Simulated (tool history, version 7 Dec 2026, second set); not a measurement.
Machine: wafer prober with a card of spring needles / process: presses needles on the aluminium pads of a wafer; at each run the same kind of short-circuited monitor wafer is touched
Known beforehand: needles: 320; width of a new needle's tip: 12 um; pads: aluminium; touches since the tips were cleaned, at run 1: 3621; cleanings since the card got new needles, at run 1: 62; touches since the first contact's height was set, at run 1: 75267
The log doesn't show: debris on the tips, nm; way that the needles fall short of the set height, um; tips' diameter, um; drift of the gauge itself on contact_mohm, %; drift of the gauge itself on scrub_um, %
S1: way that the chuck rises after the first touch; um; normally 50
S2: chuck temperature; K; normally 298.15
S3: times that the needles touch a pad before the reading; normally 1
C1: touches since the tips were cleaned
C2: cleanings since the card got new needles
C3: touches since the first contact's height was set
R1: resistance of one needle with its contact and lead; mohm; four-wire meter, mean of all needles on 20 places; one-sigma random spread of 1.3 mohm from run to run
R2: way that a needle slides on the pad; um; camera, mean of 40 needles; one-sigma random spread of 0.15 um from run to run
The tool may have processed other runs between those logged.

| run | hour | S1 | S2 | S3 | C1 | C2 | C3 | R1 | R2 |
|---|---|---|---|---|---|---|---|---|---|
| 1 | 0 | 50 | 298.15 | 1 | 3621 | 62 | 75267 | 107 | 13.54 |
|  | 3.3 | tips cleaned on abrasive film |
| 2 | 12.4 | 50 | 298.15 | 1 | 3000 | 63 | 79332 | 104 | 13.23 |
|  | 17.1 | tips cleaned on abrasive film |
|  | 31 | tips cleaned on abrasive film |
| 3 | 31 | 50 | 298.15 | 1 | 0 | 65 | 85441 | 105 | 13.49 |
|  | 45.6 | tips cleaned on abrasive film |
| 4 | 54.5 | 50 | 298.15 | 1 | 2943 | 66 | 93180 | 107 | 13.7 |
|  | 59.3 | tips cleaned on abrasive film |
|  | 73.2 | tips cleaned on abrasive film |
| 5 | 74.3 | 50 | 298.15 | 1 | 389 | 68 | 99704 | 105 | 13.6 |
| 6 | 85.3 | 50 | 298.15 | 1 | 4010 | 68 | 103325 | 105 | 13.7 |
|  | 87.4 | tips cleaned on abrasive film |
|  | 100.6 | tips cleaned on abrasive film |
| 7 | 103.2 | 50 | 298.15 | 1 | 842 | 70 | 109191 | 105 | 13.42 |
| 8 | 113.4 | 50 | 298.15 | 1 | 4229 | 70 | 112578 | 108 | 13.47 |
|  | 115.5 | tips cleaned on abrasive film |
|  | 129.2 | tips cleaned on abrasive film |
| 9 | 136.8 | 50 | 298.15 | 1 | 2521 | 72 | 120281 | 105 | 13.42 |
|  | 142.4 | tips cleaned on abrasive film |
|  | 156.5 | tips cleaned on abrasive film |
| 10 | 156.7 | 50 | 298.15 | 1 | 54 | 74 | 126786 | 105 | 13.43 |
| 11 | 168.7 | 50 | 298.15 | 1 | 4040 | 74 | 130772 | 105 | 13.33 |
|  | 170 | tips cleaned on abrasive film |
|  | 183.2 | tips cleaned on abrasive film |
| 12 | 188.7 | 50 | 298.15 | 1 | 1809 | 76 | 137319 | 107 | 13.52 |
|  | 196.3 | tips cleaned on abrasive film |
| 13 | 198.9 | 50 | 298.15 | 1 | 858 | 77 | 140668 | 107 | 13.71 |
|  | 210.2 | tips cleaned on abrasive film |
| 14 | 216.8 | 61 | 298.15 | 1 | 2192 | 78 | 146566 | 103 | 16.72 |
|  | 223.6 | tips cleaned on abrasive film |
| 15 | 230.1 | 61 | 298.15 | 1 | 2154 | 79 | 150942 | 102 | 16.69 |
|  | 238.2 | tips cleaned on abrasive film |
|  | 252.7 | tips cleaned on abrasive film |
| 16 | 254.5 | 61 | 298.15 | 1 | 617 | 81 | 158980 | 103 | 16.6 |
|  | 266.5 | tips cleaned on abrasive film |
| 17 | 275.6 | 61 | 298.15 | 1 | 3001 | 82 | 165928 | 101 | 16.95 |
|  | 281.1 | tips cleaned on abrasive film |
| 18 | 293.3 | 42 | 309.15 | 1 | 4050 | 83 | 171753 | 110 | 11.44 |
|  | 295.4 | tips cleaned on abrasive film |
|  | 309.5 | tips cleaned on abrasive film |
| 19 | 316.2 | 40 | 298.15 | 1 | 2230 | 85 | 179278 | 106 | 10.7 |
|  | 322.8 | tips cleaned on abrasive film |
| 20 | 328.3 | 45 | 370.15 | 2 | 1830 | 86 | 183264 | 116 | 12.04 |
|  | 336.6 | tips cleaned on abrasive film |
| 21 | 340.3 | 45 | 370.15 | 2 | 1232 | 87 | 187217 | 117 | 12.26 |
|  | 350 | tips cleaned on abrasive film |
| 22 | 353.5 | 45 | 370.15 | 2 | 1142 | 88 | 191526 | 115 | 12.3 |
|  | 363.3 | tips cleaned on abrasive film |
| 23 | 368.5 | 55 | 345.15 | 1 | 1713 | 89 | 196467 | 108 | 14.94 |
|  | 377.2 | tips cleaned on abrasive film |
| 24 | 381.5 | 50 | 298.15 | 2 | 1442 | 90 | 200758 | 105 | 13.64 |
|  | 391.7 | tips cleaned on abrasive film |
| 25 | 403.3 | 50 | 298.15 | 2 | 3851 | 91 | 207953 | 103 | 13.63 |
|  | 405.3 | tips cleaned on abrasive film |
|  | 418.9 | tips cleaned on abrasive film |
| 26 | 421.1 | 50 | 298.15 | 2 | 732 | 93 | 213776 | 104 | 13.51 |
|  | 431.9 | tips cleaned on abrasive film |
| 27 | 433 | 38 | 324.15 | 2 | 356 | 94 | 217681 | 111 | 10.17 |
|  | 445.2 | tips cleaned on abrasive film |
| 28 | 450.4 | 56 | 310.15 | 2 | 1733 | 95 | 223418 | 106 | 15.04 |
|  | 458.3 | tips cleaned on abrasive film |
| 29 | 468.2 | 41 | 298.15 | 1 | 3273 | 96 | 229292 | 106 | 11.13 |
|  | 471.5 | tips cleaned on abrasive film |
| 30 | 483.3 | 56 | 365.15 | 1 | 3915 | 97 | 234257 | 112 | 15.14 |

Hidden condition of the tool, last listed run before each entry between runs versus first listed run after:
Runs 1 to 2: tips cleaned on abrasive film (hour 3.3)
  debris on the tips, nm: 0.3 -> 0.2
Runs 2 to 3: tips cleaned on abrasive film (hour 17.1); tips cleaned on abrasive film (hour 31)
  debris on the tips, nm: 0.2 -> 0
Runs 3 to 4: tips cleaned on abrasive film (hour 45.6)
  debris on the tips, nm: 0 -> 0.2
Runs 4 to 5: tips cleaned on abrasive film (hour 59.3); tips cleaned on abrasive film (hour 73.2)
  debris on the tips, nm: 0.2 -> 0.1; way that the needles fall short of the set height, um: 0.01 -> 0.02
Runs 6 to 7: tips cleaned on abrasive film (hour 87.4); tips cleaned on abrasive film (hour 100.6)
  debris on the tips, nm: 0.3 -> 0.1
Runs 8 to 9: tips cleaned on abrasive film (hour 115.5); tips cleaned on abrasive film (hour 129.2)
  debris on the tips, nm: 0.3 -> 0.2
Runs 9 to 10: tips cleaned on abrasive film (hour 142.4); tips cleaned on abrasive film (hour 156.5)
  debris on the tips, nm: 0.2 -> 0
Runs 11 to 12: tips cleaned on abrasive film (hour 170); tips cleaned on abrasive film (hour 183.2)
  debris on the tips, nm: 0.3 -> 0.2
Runs 12 to 13: tips cleaned on abrasive film (hour 196.3)
  debris on the tips, nm: 0.2 -> 0.1
Runs 13 to 14: tips cleaned on abrasive film (hour 210.2)
  debris on the tips, nm: 0.1 -> 0.2
Runs 14 to 15: tips cleaned on abrasive film (hour 223.6)
  both runs share identical hidden conditions
Runs 15 to 16: tips cleaned on abrasive film (hour 238.2); tips cleaned on abrasive film (hour 252.7)
  debris on the tips, nm: 0.2 -> 0.1; way that the needles fall short of the set height, um: 0.02 -> 0.03
Runs 16 to 17: tips cleaned on abrasive film (hour 266.5)
  debris on the tips, nm: 0.1 -> 0.2
Runs 17 to 18: tips cleaned on abrasive film (hour 281.1)
  debris on the tips, nm: 0.2 -> 0.3
Runs 18 to 19: tips cleaned on abrasive film (hour 295.4); tips cleaned on abrasive film (hour 309.5)
  debris on the tips, nm: 0.3 -> 0.2
Runs 19 to 20: tips cleaned on abrasive film (hour 322.8)
  both runs share identical hidden conditions
Runs 20 to 21: tips cleaned on abrasive film (hour 336.6)
  debris on the tips, nm: 0.2 -> 0.1
Runs 21 to 22: tips cleaned on abrasive film (hour 350)
  both runs share identical hidden conditions
Runs 22 to 23: tips cleaned on abrasive film (hour 363.3)
  debris on the tips, nm: 0.1 -> 0.2
Runs 23 to 24: tips cleaned on abrasive film (hour 377.2)
  debris on the tips, nm: 0.2 -> 0.1
Runs 24 to 25: tips cleaned on abrasive film (hour 391.7)
  debris on the tips, nm: 0.1 -> 0.3
Runs 25 to 26: tips cleaned on abrasive film (hour 405.3); tips cleaned on abrasive film (hour 418.9)
  debris on the tips, nm: 0.3 -> 0.1; way that the needles fall short of the set height, um: 0.03 -> 0.04; tips' diameter, um: 12.02 -> 12.03
Runs 26 to 27: tips cleaned on abrasive film (hour 431.9)
  both runs share identical hidden conditions
Runs 27 to 28: tips cleaned on abrasive film (hour 445.2)
  debris on the tips, nm: 0.1 -> 0.2
Runs 28 to 29: tips cleaned on abrasive film (hour 458.3)
  both runs share identical hidden conditions
Runs 29 to 30: tips cleaned on abrasive film (hour 471.5)
  debris on the tips, nm: 0.2 -> 0.3
